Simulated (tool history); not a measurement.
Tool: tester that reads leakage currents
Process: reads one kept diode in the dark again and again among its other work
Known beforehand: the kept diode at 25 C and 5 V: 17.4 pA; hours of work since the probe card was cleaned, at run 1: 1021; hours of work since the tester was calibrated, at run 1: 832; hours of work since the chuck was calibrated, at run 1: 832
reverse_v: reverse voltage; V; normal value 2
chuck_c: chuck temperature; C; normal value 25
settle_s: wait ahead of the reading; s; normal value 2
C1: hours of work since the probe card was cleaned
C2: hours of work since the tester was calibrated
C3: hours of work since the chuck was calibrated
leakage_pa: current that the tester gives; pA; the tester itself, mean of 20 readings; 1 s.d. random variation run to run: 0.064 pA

Run 1, hour 0: usual settings; C1 1021; C2 832; C3 832. Result: leakage_pa 15 pA.
Run 2, hour 41: usual settings; C1 1042; C2 853; C3 853. Result: leakage_pa 15.02 pA.
Run 3, hour 86: usual settings but chuck_c 56 C; C1 1065; C2 876; C3 876. Result: leakage_pa 185.73 pA.
Run 4, hour 146: usual settings but reverse_v 10.46 V; C1 1095; C2 907; C3 907. Result: leakage_pa 28 pA.
Run 5, hour 183.2: usual settings but reverse_v 10.46 V; C1 1114; C2 926; C3 926. Result: leakage_pa 28.23 pA.
Run 6, hour 242.2: usual settings; C1 1145; C2 956; C3 956. Result: leakage_pa 15.18 pA.
Run 7, hour 301.4: usual settings; C1 1175; C2 986; C3 986. Result: leakage_pa 15.22 pA.
Run 8, hour 346.2: usual settings; C1 1198; C2 1009; C3 1009. Result: leakage_pa 15.23 pA.
Run 9, hour 402.8: usual settings; C1 1227; C2 1038; C3 1038. Result: leakage_pa 15.33 pA.
Run 10, hour 462.9: usual settings but settle_s 0.31 s; C1 1257; C2 1069; C3 1069. Result: leakage_pa 15.72 pA.
At hour 480.8: chuck's temperature calibrated.
Run 11, hour 526.2: usual settings but reverse_v 3.37 V, chuck_c 26 C, settle_s 1.68 s; C1 1289; C2 1100; C3 23. Result: leakage_pa 18.29 pA.
Run 12, hour 557.4: usual settings but reverse_v 9.51 V, chuck_c 46 C, settle_s 6.12 s; C1 1305; C2 1116; C3 39. Result: leakage_pa 133.63 pA.

Predict the results of run 13:
Run 13, hour 592.7: usual settings but reverse_v 3.84 V, chuck_c 53 C, settle_s 2.23 s; C1 1323; C2 1134; C3 57. Result: leakage_pa ?.

{"run 13": {"leakage_pa": 169.15}}
On a tool with no hidden condition, and with the same random variation, this run would have come out at leakage_pa 167.3 pA.
